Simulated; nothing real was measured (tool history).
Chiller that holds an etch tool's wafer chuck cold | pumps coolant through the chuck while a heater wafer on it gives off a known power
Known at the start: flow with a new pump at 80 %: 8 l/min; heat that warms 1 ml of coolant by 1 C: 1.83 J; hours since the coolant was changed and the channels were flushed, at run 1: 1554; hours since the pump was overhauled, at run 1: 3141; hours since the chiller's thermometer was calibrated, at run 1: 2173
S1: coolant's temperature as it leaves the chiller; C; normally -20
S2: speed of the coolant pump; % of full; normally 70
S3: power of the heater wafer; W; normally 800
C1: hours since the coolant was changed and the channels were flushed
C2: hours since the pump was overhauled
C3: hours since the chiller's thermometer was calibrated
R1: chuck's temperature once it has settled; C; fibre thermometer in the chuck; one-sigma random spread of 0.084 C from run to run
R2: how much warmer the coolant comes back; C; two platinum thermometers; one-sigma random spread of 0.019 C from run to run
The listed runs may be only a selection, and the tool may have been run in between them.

| run | hour | S1 | S2 | S3 | C1 | C2 | C3 | R1 | R2 |
|---|---|---|---|---|---|---|---|---|---|
| 1 | 0.0 | -20 | 70 | 800 | 1554 | 3141 | 2173 | -10.89 | 3.82 |
| 2 | 108.8 | -20 | 70 | 800 | 1662 | 3250 | 2282 | -10.90 | 3.84 |
| 3 | 251.4 | -20 | 70 | 800 | 1805 | 3392 | 2424 | -10.96 | 3.81 |
| 4 | 392.9 | -18 | 70 | 800 | 1947 | 3534 | 2566 | -9.02 | 3.81 |
| 5 | 535.0 | -18 | 70 | 800 | 2089 | 3676 | 2708 | -8.88 | 3.81 |
| 6 | 675.3 | -20 | 70 | 800 | 2229 | 3816 | 2848 | -10.84 | 3.82 |
| 7 | 783.0 | -20 | 70 | 800 | 2337 | 3924 | 2956 | -10.96 | 3.82 |
| 8 | 990.3 | -20 | 70 | 800 | 2544 | 4131 | 3163 | -11.01 | 3.78 |
| 9 | 1133.9 | -20 | 71 | 800 | 2688 | 4275 | 3307 | -11.06 | 3.76 |
| 10 | 1322.2 | -20 | 70 | 800 | 2876 | 4463 | 3495 | -11.17 | 3.82 |
| 11 | 1533.6 | -20 | 70 | 800 | 3087 | 4675 | 3707 | -11.00 | 3.81 |
| 12 | 1734.4 | -20 | 70 | 800 | 3288 | 4875 | 3907 | -10.96 | 3.83 |
| 13 | 1951.6 | -20 | 93 | 800 | 3505 | 5093 | 4125 | -12.64 | 2.75 |
| 14 | 2061.1 | -28 | 93 | 800 | 3615 | 5202 | 4234 | -20.63 | 2.76 |
| 15 | 2243.8 | -28 | 93 | 800 | 3797 | 5385 | 4417 | -20.81 | 2.79 |
| 16 | 2347.3 | -20 | 70 | 800 | 3901 | 5488 | 4520 | -11.18 | 3.82 |
| 17 | 2435.1 | -30 | 70 | 1043 | 3989 | 5576 | 4608 | -18.56 | 4.98 |
| 18 | 2639.9 | -17 | 86 | 670 | 4194 | 5781 | 4813 | -10.58 | 2.53 |
| 19 | 2832.4 | -17 | 86 | 670 | 4386 | 5973 | 5005 | -10.63 | 2.55 |
| 20 | 2945.8 | -20 | 70 | 464 | 4499 | 6087 | 5119 | -15.10 | 2.19 |
| 21 | 3066.7 | -23 | 70 | 464 | 4620 | 6208 | 5240 | -18.30 | 2.22 |
| 22 | 3227.4 | -11 | 76 | 851 | 4781 | 6368 | 5400 | -2.16 | 3.68 |
|  | 3434.0 | chiller's thermometer calibrated |
| 23 | 3434.6 | -11 | 76 | 851 | 4987 | 6575 | 1 | -2.24 | 3.68 |
| 24 | 3574.1 | -10 | 65 | 800 | 5127 | 6714 | 140 | -0.74 | 4.15 |
| 25 | 3666.2 | -10 | 65 | 800 | 5219 | 6806 | 232 | -0.79 | 4.15 |
| 26 | 3878.0 | -10 | 65 | 800 | 5431 | 7018 | 444 | -0.80 | 4.15 |
|  | 3903.6 | gauge calibrated |
| 27 | 4083.1 | -10 | 65 | 800 | 5636 | 7223 | 649 | -0.41 | 4.13 |
| 28 | 4207.4 | -10 | 65 | 800 | 5760 | 7347 | 773 | -0.36 | 4.16 |
| 29 | 4308.7 | -10 | 60 | 938 | 5861 | 7449 | 875 | 1.85 | 5.36 |
|  | 4354.5 | coolant changed, channels flushed |
| 30 | 4477.1 | -20 | 73 | 528 | 123 | 7611 | 1037 | -14.26 | 2.40 |
| 31 | 4598.7 | -12 | 70 | 714 | 244 | 7733 | 1159 | -4.12 | 3.39 |

What differs in the tool's unlogged condition from the final listed run ahead of each entry between runs to the first listed run following it?
Runs 22 to 23: chiller's thermometer calibrated (hour 3434.0)
  coolant's true temperature over the reading, C: -0.04 -> 0; drift of the gauge itself on chuck_c, C: -0.4 -> -0.42
  measured result minus the result with no hidden state, R1: -0.39 -> -0.38 C
Runs 26 to 27: gauge calibrated (hour 3903.6)
  heat passed by the chuck's channels, % of clean ones': 99.5 -> 99.4; drift of the gauge itself on chuck_c, C: -0.48 -> -0.02
  measured result minus the result with no hidden state, R1: -0.43 -> +0.02 C
Runs 29 to 30: coolant changed, channels flushed (hour 4354.5)
  heat passed by the chuck's channels, % of clean ones': 99.4 -> 100; drift of the gauge itself on chuck_c, C: -0.05 -> -0.07
  measured result minus the result with no hidden state, R1: +0.01 -> -0.07 C

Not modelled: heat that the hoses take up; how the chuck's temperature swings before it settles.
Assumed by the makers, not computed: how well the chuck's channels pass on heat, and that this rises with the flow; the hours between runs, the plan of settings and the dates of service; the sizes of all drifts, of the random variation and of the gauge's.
